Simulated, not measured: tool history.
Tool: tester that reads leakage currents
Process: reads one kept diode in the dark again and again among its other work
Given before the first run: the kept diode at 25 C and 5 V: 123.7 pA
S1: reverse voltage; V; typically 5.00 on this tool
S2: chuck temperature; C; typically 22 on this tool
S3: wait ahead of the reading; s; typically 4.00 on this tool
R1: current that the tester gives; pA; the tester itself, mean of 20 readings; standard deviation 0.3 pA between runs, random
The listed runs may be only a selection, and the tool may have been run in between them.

run	hour	S1	S2	S3	R1
1	0.0	5.00	22	4.00	92.67
2	28.4	5.00	22	4.00	92.26
3	68.1	5.00	22	4.00	92.89
4	102.3	5.00	22	4.00	92.45
5	130.9	5.00	22	4.00	92.17
6	173.8	5.00	22	4.00	92.24
7	201.6	14.65	22	4.00	161.33
8	223.4	5.00	32	4.00	191.91
9	242.3	5.00	32	4.00	191.01
10	276.4	5.00	22	4.00	92.30
11	310.9	5.00	22	4.00	92.47
12	351.2	5.00	22	4.00	92.33
13	392.9	5.00	22	4.00	92.26
14	418.7	5.00	22	4.00	91.94
15	440.3	5.00	22	4.00	92.34
16	475.9	5.00	22	4.00	92.33
17	506.2	5.00	22	4.00	91.91
18	531.3	5.00	22	4.00	92.79
19	568.1	5.00	22	4.00	92.60
20	592.6	5.00	22	4.00	92.10
21	635.5	5.34	36	0.93	261.45
22	662.4	5.34	36	0.93	262.88
23	696.9	1.49	22	0.43	50.12
# hour 701.5: chuck's temperature calibrated
24	729.1	1.72	48	0.43	316.39
25	762.3	7.94	22	2.43	110.32
26	803.7	7.94	22	2.43	111.39
27	830.3	18.85	22	4.00	178.16
# hour 866.6: chuck's temperature calibrated, once more
28	868.6	1.42	22	4.00	55.51
29	905.4	1.23	38	3.39	164.46
30	930.8	1.23	38	3.39	163.51
31	951.9	5.34	29	5.69	180.21
32	992.6	5.14	21	5.69	99.15
33	1030.2	5.00	35	4.00	264.64
34	1068.2	1.05	35	0.33	122.13
35	1100.4	1.81	41	3.71	241.31
36	1144.3	1.40	41	3.02	211.82
37	1163.1	4.67	22	4.00	102.16
38	1192.3	9.31	52	1.57	1107.93
39	1215.3	7.90	59	2.36	1583.58
40	1246.9	2.69	20	2.36	66.19

Run by run, hidden condition taken away, random variation retained:
What the log doesn't record here: stray current of the dirty probe card, pA a volt; current scale over the true one, %; true chuck temperature over the reading, C; drift of the gauge itself on leakage_pa, %.
run	R1
1	98.77
2	98.35
3	99.03
4	98.56
5	98.30
6	98.41
7	166.90
8	208.11
9	207.22
10	98.51
11	98.70
12	98.59
13	98.52
14	98.20
15	98.64
16	98.65
17	98.23
18	99.15
19	98.98
20	98.44
21	286.65
22	288.36
23	55.03
24	369.98
25	123.12
26	124.27
27	189.86
28	53.37
29	161.85
30	161.06
31	172.71
32	92.33
33	257.61
34	120.64
35	238.89
36	210.24
37	96.01
38	1097.63
39	1576.71
40	62.75
